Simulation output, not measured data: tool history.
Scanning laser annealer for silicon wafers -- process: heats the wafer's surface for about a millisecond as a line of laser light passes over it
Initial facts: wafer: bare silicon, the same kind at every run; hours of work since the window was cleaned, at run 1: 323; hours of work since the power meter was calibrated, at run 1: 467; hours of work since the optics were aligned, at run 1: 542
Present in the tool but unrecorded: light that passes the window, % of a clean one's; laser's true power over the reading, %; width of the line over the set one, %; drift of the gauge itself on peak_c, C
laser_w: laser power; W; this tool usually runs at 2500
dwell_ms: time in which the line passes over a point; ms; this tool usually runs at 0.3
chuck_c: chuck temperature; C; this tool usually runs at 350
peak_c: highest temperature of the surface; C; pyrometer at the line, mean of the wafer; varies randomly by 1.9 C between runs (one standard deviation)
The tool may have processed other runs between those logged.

run    hour  laser_w  dwell_ms  chuck_c  hours of work since the window was cleaned  hours of work since the power meter was calibrated  hours of work since the optics were aligned  peak_c
  1       0     2500       0.3      350                                         323                                                 467                                          542    1064
  2    21.9     2500       0.3      350                                         337                                                 481                                          556    1058
  3    48.7     2500       0.3      350                                         354                                                 498                                          573    1055
  4    74.8     2500       0.3      350                                         370                                                 514                                          589    1060
  5   113.5     2500       0.3      350                                         395                                                 539                                          614    1059
  6   143.7     2500       0.3      350                                         414                                                 558                                          633    1055
  7   181.4     2500       0.3      349                                         438                                                 582                                          656    1054
  8     217     2500       0.3      349                                         460                                                 604                                          679    1051
  9     239     2500       0.3      349                                         474                                                 618                                          693    1054
 10   276.1     2500       0.3      349                                         497                                                 642                                          716    1050
 11   300.5     2500       0.3      349                                         513                                                 657                                          732    1048
 12   328.1     2500       0.3      349                                         530                                                 674                                          749    1046
 13   349.3     2500       0.3      349                                         544                                                 688                                          763    1045
 14   372.9     2500       0.3      349                                         559                                                 703                                          777    1048
 15   416.9     2500       0.3      349                                         586                                                 731                                          805    1047
 16     442     2500       0.3      349                                         602                                                 746                                          821    1046
 17   460.1     2500       0.3      350                                         614                                                 758                                          833    1044
 18   499.6     2500       0.3      350                                         639                                                 783                                          857    1043
 19   523.9     2500       0.3      350                                         654                                                 798                                          873    1042
 20   554.3     2500       0.3      350                                         673                                                 817                                          892    1041
 21   575.9     2500       0.3      350                                         687                                                 831                                          906    1039
 22   609.4     2143     0.333      350                                         708                                                 852                                          927     969
 23   637.6     2143     0.333      350                                         726                                                 870                                          945     967
 24   666.5     2143     0.333      350                                         744                                                 888                                          963     965
 25   700.8     2541     0.333      350                                         766                                                 910                                          985    1082
 26   734.5     2654     0.367      321                                         787                                                 931                                         1006    1121
 27   754.1     2662     0.307      350                                         799                                                 944                                         1018    1087
 28   797.8     2449     0.323      310                                         827                                                 971                                         1046    1002
 29   836.1     2648       0.3      358                                         851                                                 995                                         1070    1078
      857.9  -- window over the wafer cleaned
 30   871.4     2226     0.352      361                                           8                                                1016                                         1091    1051
 31   895.2     2182       0.3      373                                          24                                                1032                                         1106     993
 32   938.5     2570     0.238      383                                          51                                                1059                                         1134    1041
 33   959.7     2238     0.242      383                                          64                                                1072                                         1147     955
 34   986.9     2238     0.242      383                                          82                                                1089                                         1164     957
 35  1015.7     2500     0.266      328                                         100                                                1108                                         1182    1000
 36  1040.2     2460     0.237      328                                         115                                                1123                                         1198     953
 37  1082.2     2500     0.232      350                                         142                                                1150                                         1224     975
 38  1112.2     2500      0.25      350                                         161                                                1169                                         1243     997
 39  1140.8     2500      0.25      350                                         179                                                1187                                         1261     996
 40  1181.2     2748     0.217      328                                         204                                                1212                                         1287     992
 41    1211     2530     0.217      383                                         223                                                1231                                         1306     992

Alternative continuations, all from the tool just after run 41; predict every row:
  A  1230.4     2631     0.261      330                                         235                                                1243                                         1318       ?
  B  1230.4     2493       0.3      350                                         235                                                1243                                         1318       ?
  C  1230.4     2500      0.25      384                                         235                                                1243                                         1318       ?
  D  1230.4     2714     0.255      321                                         235                                                1243                                         1318       ?

run  peak_c
  A    1023
  B    1049
  C    1027
  D    1026
What these runs would have given with no unlogged condition in the tool:
run  peak_c
  A    1054
  B    1081
  C    1055
  D    1058

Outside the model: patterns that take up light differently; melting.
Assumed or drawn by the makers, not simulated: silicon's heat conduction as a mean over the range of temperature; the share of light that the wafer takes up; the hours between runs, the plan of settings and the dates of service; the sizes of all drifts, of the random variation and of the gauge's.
